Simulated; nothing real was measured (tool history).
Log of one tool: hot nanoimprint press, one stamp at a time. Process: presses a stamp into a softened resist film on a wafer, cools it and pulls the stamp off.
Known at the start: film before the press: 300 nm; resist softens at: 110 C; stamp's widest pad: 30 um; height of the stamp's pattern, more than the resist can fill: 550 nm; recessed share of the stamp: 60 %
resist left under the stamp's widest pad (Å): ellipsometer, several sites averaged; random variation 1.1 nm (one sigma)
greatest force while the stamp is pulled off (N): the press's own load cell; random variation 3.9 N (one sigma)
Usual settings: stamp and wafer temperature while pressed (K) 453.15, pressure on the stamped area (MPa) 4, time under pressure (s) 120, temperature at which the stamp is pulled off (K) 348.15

run,hour,stamp and wafer temperature while pressed (K),pressure on the stamped area (MPa),time under pressure (s),temperature at which the stamp is pulled off (K),resist left under the stamp's widest pad (Å),greatest force while the stamp is pulled off (N)
1,0,453.15,4,120,348.15,1590,211
2,15.2,453.15,4,120,348.15,1586,213
3,24,453.15,4,120,348.15,1588,208
4,31.1,453.15,4,120,348.15,1589,218
5,44.2,453.15,4.1,120,348.15,1598,210
6,58,453.15,4.1,120,348.15,1587,216
7,67.2,453.15,4,120,348.15,1614,207
8,80,453.15,4,120,348.15,1595,213
9,94.4,453.15,3.43,120,348.15,1700,219
10,108.6,453.15,3.43,120,348.15,1703,211
11,115.6,453.15,3.43,120,348.15,1698,219
12,126.5,453.15,4,120,348.15,1586,223
13,142.5,453.15,4,120,348.15,1600,230
14,150.9,453.15,4,120,348.15,1581,226
15,159.1,455.15,4,120,348.15,1452,224
16,167.3,464.15,2.64,179,339.15,1013,273
17,183.9,464.15,2.64,179,339.15,1018,273
18,193.4,464.15,3.05,142,344.15,1025,256
19,200.7,465.15,4,61,338.15,1168,281
20,211.3,465.15,4,61,338.15,1164,273
21,227,465.15,4,61,338.15,1182,282
22,236.5,453.15,4,120,354.15,1599,204
23,246.6,453.15,4,120,354.15,1609,207
24,263.4,443.15,4,120,352.15,2384,217
25,279.3,443.15,3.72,120,344.15,2434,254
26,295,443.15,2.86,120,354.15,2585,211
27,310,443.15,2.86,120,354.15,2558,223
28,325.7,463.15,2.94,152,355.15,1075,207
29,339.4,463.15,2.94,70,355.15,1431,213
30,352.4,453.15,4,212,347.15,1331,266

Forecast each of these 4 alternatives for the next run:
A,368.1,453.15,5,73,347.15,?,?
B,368.1,453.15,4,199,339.15,?,?
C,368.1,460.15,3.02,120,348.15,?,?
D,368.1,442.15,4,120,349.15,?,?

run,resist left under the stamp's widest pad (Å),greatest force while the stamp is pulled off (N)
A,1699,266
B,1353,306
C,1344,257
D,2480,256
Without the tool's hidden state the same runs would have given:
run,resist left under the stamp's widest pad (Å),greatest force while the stamp is pulled off (N)
A,1686,194
B,1342,224
C,1335,187
D,2469,187
